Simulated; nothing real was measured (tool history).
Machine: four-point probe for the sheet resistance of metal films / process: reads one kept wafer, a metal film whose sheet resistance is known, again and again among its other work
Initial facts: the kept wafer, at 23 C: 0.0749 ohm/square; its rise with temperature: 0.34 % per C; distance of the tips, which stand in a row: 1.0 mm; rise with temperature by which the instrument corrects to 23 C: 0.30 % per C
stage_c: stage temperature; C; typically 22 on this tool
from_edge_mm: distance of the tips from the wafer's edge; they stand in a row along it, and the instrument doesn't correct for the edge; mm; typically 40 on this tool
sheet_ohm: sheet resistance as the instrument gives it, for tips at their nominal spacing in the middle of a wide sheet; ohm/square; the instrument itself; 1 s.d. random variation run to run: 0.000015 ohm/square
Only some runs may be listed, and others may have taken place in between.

run	hour	stage_c	from_edge_mm	sheet_ohm
1	0.0	22	40	0.074129
2	102.5	19	40	0.074008
3	153.2	19	40	0.073990
4	205.3	19	7	0.074769
5	285.2	19	7	0.074738
6	393.6	19	7	0.074750
7	491.5	19	7	0.074708
8	588.7	22	4	0.076346
9	705.0	22	4	0.076330
10	785.0	22	4	0.076310
11	872.5	22	4	0.076302
# hour 917.9: new probe head fitted
12	935.0	19	4	0.077456
13	1020.1	19	4	0.077429
14	1095.1	19	4	0.077426
15	1198.9	19	4	0.077362
16	1311.4	22	40	0.075067
17	1416.1	22	40	0.075003
18	1518.4	22	40	0.074992
19	1576.7	22	40	0.074948
20	1646.2	22	65	0.074935
21	1753.5	24	40	0.075004
22	1872.0	24	40	0.074983
23	1982.9	24	40	0.074931
24	2060.4	27	14	0.075207
25	2168.2	24	29	0.074935
26	2232.9	28	33	0.075044
27	2285.5	28	33	0.074993
28	2394.8	28	33	0.075005
29	2469.1	28	33	0.074955
30	2565.6	20	39	0.074732
# hour 2587.5: stage's thermometer calibrated
31	2674.7	20	39	0.074624
32	2783.4	20	39	0.074595
33	2844.4	26	11	0.075067
34	2938.1	21	3	0.078762
35	3016.0	20	3	0.078720
36	3067.4	23	7	0.075409
37	3138.1	23	7	0.075417
38	3227.9	24	5	0.076162
39	3315.0	19	7	0.075270
40	3368.1	22	41	0.074538
41	3488.2	29	28	0.074711
42	3585.1	20	39	0.074432
43	3649.2	20	39	0.074417
44	3733.6	20	29	0.074433

For some of the steps in sheet_ohm from one run to the next: how much would appear even if the tool had no hidden state, given the settings, what came in and random variation, and how much remains for the hidden state plus any gauge scatter that the measured result and the result without hidden state don't share?
The hidden state here: inner tips' distance over the nominal, %; tips' flats over new ones', %; wafer's true temperature over the reading, C; drift of the gauge itself on sheet_ohm, %.
Run 7 -> 8: stage_c 19 -> 22, from_edge_mm 7 -> 4. sheet_ohm +0.001638 ohm/square: hidden state -0.000039, all else +0.001677.
Run 11 -> 12: stage_c 22 -> 19, new probe head fitted. sheet_ohm +0.001154 ohm/square: hidden state +0.001228, all else -0.000074.
Run 15 -> 16: stage_c 19 -> 22, from_edge_mm 4 -> 40. sheet_ohm -0.002295 ohm/square: hidden state -0.000027, all else -0.002268.
Run 30 -> 31: stage's thermometer calibrated. sheet_ohm -0.000108 ohm/square: hidden state -0.000109, all else +0.000001.
Run 33 -> 34: stage_c 26 -> 21, from_edge_mm 11 -> 3. sheet_ohm +0.003695 ohm/square: hidden state -0.000031, all else +0.003726.
Run 35 -> 36: stage_c 20 -> 23, from_edge_mm 3 -> 7. sheet_ohm -0.003311 ohm/square: hidden state +0.000001, all else -0.003312.
